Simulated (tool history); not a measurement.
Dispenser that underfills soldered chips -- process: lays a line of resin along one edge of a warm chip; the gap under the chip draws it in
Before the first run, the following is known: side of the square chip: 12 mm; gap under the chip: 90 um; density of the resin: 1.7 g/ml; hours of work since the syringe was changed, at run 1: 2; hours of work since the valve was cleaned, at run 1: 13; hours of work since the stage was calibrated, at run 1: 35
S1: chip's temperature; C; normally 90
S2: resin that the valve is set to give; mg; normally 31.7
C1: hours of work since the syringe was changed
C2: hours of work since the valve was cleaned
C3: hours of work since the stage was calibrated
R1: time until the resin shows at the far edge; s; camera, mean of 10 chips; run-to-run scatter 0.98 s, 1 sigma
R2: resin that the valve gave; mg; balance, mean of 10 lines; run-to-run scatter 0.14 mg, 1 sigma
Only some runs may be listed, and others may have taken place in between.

{"run": 1, "hour": 0.0, "S1": 90, "S2": 31.7, "C1": 2, "C2": 13, "C3": 35, "R1": 99.6, "R2": 31.13}
{"run": 2, "hour": 7.8, "S1": 90, "S2": 31.7, "C1": 8, "C2": 19, "C3": 40, "R1": 132.8, "R2": 31.43}
{"hour": 13.7, "done": "new syringe of resin"}
{"run": 3, "hour": 16.4, "S1": 90, "S2": 31.7, "C1": 2, "C2": 26, "C3": 47, "R1": 100.8, "R2": 31.31}
{"run": 4, "hour": 26.5, "S1": 90, "S2": 31.7, "C1": 10, "C2": 33, "C3": 55, "R1": 146.9, "R2": 31.19}
{"hour": 29.4, "done": "new syringe of resin"}
{"run": 5, "hour": 32.5, "S1": 90, "S2": 31.7, "C1": 2, "C2": 38, "C3": 59, "R1": 102.4, "R2": 31.01}
{"run": 6, "hour": 39.0, "S1": 90, "S2": 31.7, "C1": 7, "C2": 43, "C3": 64, "R1": 129.4, "R2": 31.22}
{"hour": 45.4, "done": "new syringe of resin"}
{"run": 7, "hour": 46.9, "S1": 90, "S2": 31.7, "C1": 1, "C2": 49, "C3": 70, "R1": 99.9, "R2": 30.98}
{"run": 8, "hour": 54.7, "S1": 93, "S2": 31.7, "C1": 7, "C2": 55, "C3": 76, "R1": 116.5, "R2": 30.95}
{"hour": 61.1, "done": "new syringe of resin"}
{"run": 9, "hour": 63.5, "S1": 90, "S2": 27.1, "C1": 2, "C2": 61, "C3": 82, "R1": 104.2, "R2": 26.24}
{"run": 10, "hour": 71.3, "S1": 90, "S2": 27.1, "C1": 8, "C2": 67, "C3": 88, "R1": 141.8, "R2": 26}
{"hour": 77.4, "done": "new syringe of resin"}
{"run": 11, "hour": 81.1, "S1": 92, "S2": 31, "C1": 3, "C2": 74, "C3": 96, "R1": 97.5, "R2": 29.8}
{"run": 12, "hour": 91.1, "S1": 92, "S2": 31, "C1": 11, "C2": 82, "C3": 103, "R1": 142.5, "R2": 29.54}
{"hour": 93.7, "done": "new syringe of resin"}
{"run": 13, "hour": 98.1, "S1": 90, "S2": 30.3, "C1": 3, "C2": 87, "C3": 108, "R1": 111.3, "R2": 28.98}
{"hour": 109.5, "done": "new syringe of resin"}
{"run": 14, "hour": 110.1, "S1": 90, "S2": 30.3, "C1": 0, "C2": 96, "C3": 117, "R1": 96.8, "R2": 28.54}
{"hour": 117.6, "done": "dispensing valve cleaned and set on the balance"}
{"run": 15, "hour": 121.3, "S1": 78, "S2": 32.3, "C1": 8, "C2": 3, "C3": 125, "R1": 213.8, "R2": 32.44}
{"hour": 126.2, "done": "new syringe of resin"}
{"run": 16, "hour": 128.4, "S1": 79, "S2": 31.3, "C1": 2, "C2": 8, "C3": 130, "R1": 155.8, "R2": 31.47}
{"run": 17, "hour": 134.5, "S1": 93, "S2": 37.2, "C1": 6, "C2": 13, "C3": 135, "R1": 109.9, "R2": 36.89}
{"hour": 142.4, "done": "new syringe of resin"}
{"run": 18, "hour": 142.4, "S1": 78, "S2": 31.7, "C1": 0, "C2": 19, "C3": 141, "R1": 146.3, "R2": 31.34}
{"run": 19, "hour": 153.2, "S1": 77, "S2": 34.6, "C1": 8, "C2": 27, "C3": 149, "R1": 220.6, "R2": 33.95}

Hidden state or all else? Some run-to-run changes of R1, split into what the settings, what came in and random variation would give without the hidden state, and what is left for the hidden state (with any gauge scatter that isn't in both results):
The hidden state here: resin's viscosity, % of fresh resin's; dose that the valve gives, % of what is set; true chip temperature over the reading, C; drift of the gauge itself on fill_s, %; drift of the gauge itself on given_mg, %.
Run 14 -> 15: S1 90 -> 78, S2 30.3 -> 32.3, dispensing valve cleaned and set on the balance. R1 +117 s: hidden state +63.7, all else +53.3.
Run 18 -> 19: S1 78 -> 77, S2 31.7 -> 34.6. R1 +74.3 s: hidden state +70.2, all else +4.1.

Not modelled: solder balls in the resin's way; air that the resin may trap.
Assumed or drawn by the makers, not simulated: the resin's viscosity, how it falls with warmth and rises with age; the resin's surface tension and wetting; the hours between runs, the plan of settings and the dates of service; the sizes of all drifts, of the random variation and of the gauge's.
